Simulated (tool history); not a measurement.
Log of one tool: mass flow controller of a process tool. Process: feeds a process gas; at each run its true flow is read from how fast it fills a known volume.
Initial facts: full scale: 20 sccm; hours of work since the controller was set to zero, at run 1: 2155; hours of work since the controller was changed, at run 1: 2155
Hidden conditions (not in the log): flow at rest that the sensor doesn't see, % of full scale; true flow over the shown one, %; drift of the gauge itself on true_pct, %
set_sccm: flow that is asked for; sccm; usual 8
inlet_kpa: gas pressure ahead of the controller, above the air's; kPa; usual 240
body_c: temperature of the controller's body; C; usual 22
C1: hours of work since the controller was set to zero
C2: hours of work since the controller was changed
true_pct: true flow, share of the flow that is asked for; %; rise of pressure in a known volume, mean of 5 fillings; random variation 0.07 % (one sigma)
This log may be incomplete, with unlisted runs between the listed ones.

run 1 day=0 | set_sccm=8 inlet_kpa=240 body_c=22 | C1=2155 C2=2155 | true_pct=98.4
run 2 day=7.321 | set_sccm=8 inlet_kpa=240 body_c=22 | C1=2279 C2=2279 | true_pct=98.37
run 3 day=13.6 | set_sccm=8 inlet_kpa=240 body_c=22 | C1=2385 C2=2385 | true_pct=98.41
run 4 day=16.988 | set_sccm=8 inlet_kpa=240 body_c=28 | C1=2442 C2=2442 | true_pct=98.9
run 5 day=19.979 | set_sccm=8 inlet_kpa=240 body_c=28 | C1=2493 C2=2493 | true_pct=98.92
run 6 day=25.592 | set_sccm=8 inlet_kpa=240 body_c=28 | C1=2588 C2=2588 | true_pct=98.85
run 7 day=31.504 | set_sccm=8 inlet_kpa=240 body_c=28 | C1=2688 C2=2688 | true_pct=98.84
run 8 day=36.817 | set_sccm=8 inlet_kpa=240 body_c=28 | C1=2778 C2=2778 | true_pct=98.91
run 9 day=42.662 | set_sccm=10 inlet_kpa=240 body_c=22 | C1=2876 C2=2876 | true_pct=98.43
run 10 day=46.888 | set_sccm=10 inlet_kpa=240 body_c=22 | C1=2948 C2=2948 | true_pct=98.47
run 11 day=51.254 | set_sccm=10 inlet_kpa=240 body_c=22 | C1=3022 C2=3022 | true_pct=98.35
run 12 day=54.521 | set_sccm=8 inlet_kpa=233 body_c=22 | C1=3077 C2=3077 | true_pct=98.59
run 13 day=59.392 | set_sccm=8 inlet_kpa=240 body_c=21 | C1=3159 C2=3159 | true_pct=98.48
run 14 day=63.779 | set_sccm=8 inlet_kpa=240 body_c=26 | C1=3233 C2=3233 | true_pct=98.85
run 15 day=69.65 | set_sccm=8 inlet_kpa=240 body_c=22 | C1=3332 C2=3332 | true_pct=98.61
run 16 day=73.671 | set_sccm=8 inlet_kpa=240 body_c=22 | C1=3400 C2=3400 | true_pct=98.6
run 17 day=80.4 | set_sccm=8 inlet_kpa=240 body_c=22 | C1=3514 C2=3514 | true_pct=98.72
run 18 day=84.371 | set_sccm=8 inlet_kpa=240 body_c=22 | C1=3581 C2=3581 | true_pct=98.65
run 19 day=89.392 | set_sccm=8 inlet_kpa=240 body_c=39 | C1=3666 C2=3666 | true_pct=99.94
run 20 day=95.562 | set_sccm=8 inlet_kpa=240 body_c=39 | C1=3770 C2=3770 | true_pct=100.08
run 21 day=101.721 | set_sccm=8 inlet_kpa=240 body_c=39 | C1=3875 C2=3875 | true_pct=100.03
run 22 day=104.817 | set_sccm=8 inlet_kpa=240 body_c=22 | C1=3927 C2=3927 | true_pct=98.78
run 23 day=108.896 | set_sccm=8 inlet_kpa=240 body_c=22 | C1=3996 C2=3996 | true_pct=98.66
run 24 day=112.471 | set_sccm=8 inlet_kpa=205 body_c=22 | C1=4056 C2=4056 | true_pct=98.95
run 25 day=115.567 | set_sccm=8 inlet_kpa=205 body_c=22 | C1=4109 C2=4109 | true_pct=98.89
run 26 day=119.133 | set_sccm=4 inlet_kpa=174 body_c=25 | C1=4169 C2=4169 | true_pct=101.93
run 27 day=124.079 | set_sccm=8 inlet_kpa=240 body_c=27 | C1=4252 C2=4252 | true_pct=99.27
-- day=126.25 controller's zero set anew
run 28 day=128.658 | set_sccm=8 inlet_kpa=240 body_c=27 | C1=41 C2=4329 | true_pct=96.11
run 29 day=134.65 | set_sccm=3 inlet_kpa=168 body_c=21 | C1=142 C2=4431 | true_pct=95.47
run 30 day=140.058 | set_sccm=5 inlet_kpa=200 body_c=24 | C1=233 C2=4522 | true_pct=95.61
run 31 day=145.892 | set_sccm=6 inlet_kpa=178 body_c=21 | C1=332 C2=4621 | true_pct=95.69
run 32 day=153.121 | set_sccm=6 inlet_kpa=178 body_c=21 | C1=454 C2=4743 | true_pct=95.69
run 33 day=159.171 | set_sccm=6 inlet_kpa=162 body_c=25 | C1=556 C2=4845 | true_pct=96.19
run 34 day=165.158 | set_sccm=3 inlet_kpa=249 body_c=23 | C1=658 C2=4946 | true_pct=96.1
run 35 day=168.346 | set_sccm=3 inlet_kpa=249 body_c=23 | C1=711 C2=5000 | true_pct=96.3
run 36 day=172.512 | set_sccm=10 inlet_kpa=147 body_c=40 | C1=782 C2=5071 | true_pct=97.57
run 37 day=179 | set_sccm=3 inlet_kpa=240 body_c=23 | C1=892 C2=5180 | true_pct=96.58
run 38 day=185.812 | set_sccm=3 inlet_kpa=162 body_c=34 | C1=1007 C2=5295 | true_pct=97.54
run 39 day=191.104 | set_sccm=3 inlet_kpa=162 body_c=34 | C1=1096 C2=5385 | true_pct=97.86
run 40 day=194.142 | set_sccm=7 inlet_kpa=194 body_c=24 | C1=1147 C2=5436 | true_pct=96.22
run 41 day=200.217 | set_sccm=7 inlet_kpa=152 body_c=24 | C1=1250 C2=5539 | true_pct=96.49
run 42 day=204.046 | set_sccm=7 inlet_kpa=152 body_c=24 | C1=1315 C2=5604 | true_pct=96.44
run 43 day=209.467 | set_sccm=5 inlet_kpa=145 body_c=22 | C1=1406 C2=5695 | true_pct=96.58
run 44 day=214.167 | set_sccm=7 inlet_kpa=182 body_c=32 | C1=1486 C2=5775 | true_pct=96.96
run 45 day=221.242 | set_sccm=8 inlet_kpa=159 body_c=37 | C1=1605 C2=5894 | true_pct=97.52
run 46 day=224.271 | set_sccm=8 inlet_kpa=159 body_c=37 | C1=1657 C2=5945 | true_pct=97.44
run 47 day=231.304 | set_sccm=8 inlet_kpa=179 body_c=22 | C1=1776 C2=6064 | true_pct=96.4
run 48 day=234.383 | set_sccm=3 inlet_kpa=218 body_c=23 | C1=1828 C2=6116 | true_pct=98.11
run 49 day=238.017 | set_sccm=3 inlet_kpa=205 body_c=23 | C1=1889 C2=6178 | true_pct=98.25

A few steps of true_pct between consecutive runs. Split each: what settings, incoming material and random variation would produce without the hidden state, and what is left over for the hidden state, along with gauge scatter present in only one of the two compared results (measured, and without hidden state):
Run 25 -> 26: set_sccm 8 -> 4, inlet_kpa 205 -> 174, body_c 22 -> 25. true_pct +3.04 %: hidden state +3.22, all else -0.18.
Run 26 -> 27: set_sccm 4 -> 8, inlet_kpa 174 -> 240, body_c 25 -> 27. true_pct -2.66 %: hidden state -3.18, all else +0.52.
Run 27 -> 28: controller's zero set anew. true_pct -3.16 %: hidden state -3.17, all else +0.01.

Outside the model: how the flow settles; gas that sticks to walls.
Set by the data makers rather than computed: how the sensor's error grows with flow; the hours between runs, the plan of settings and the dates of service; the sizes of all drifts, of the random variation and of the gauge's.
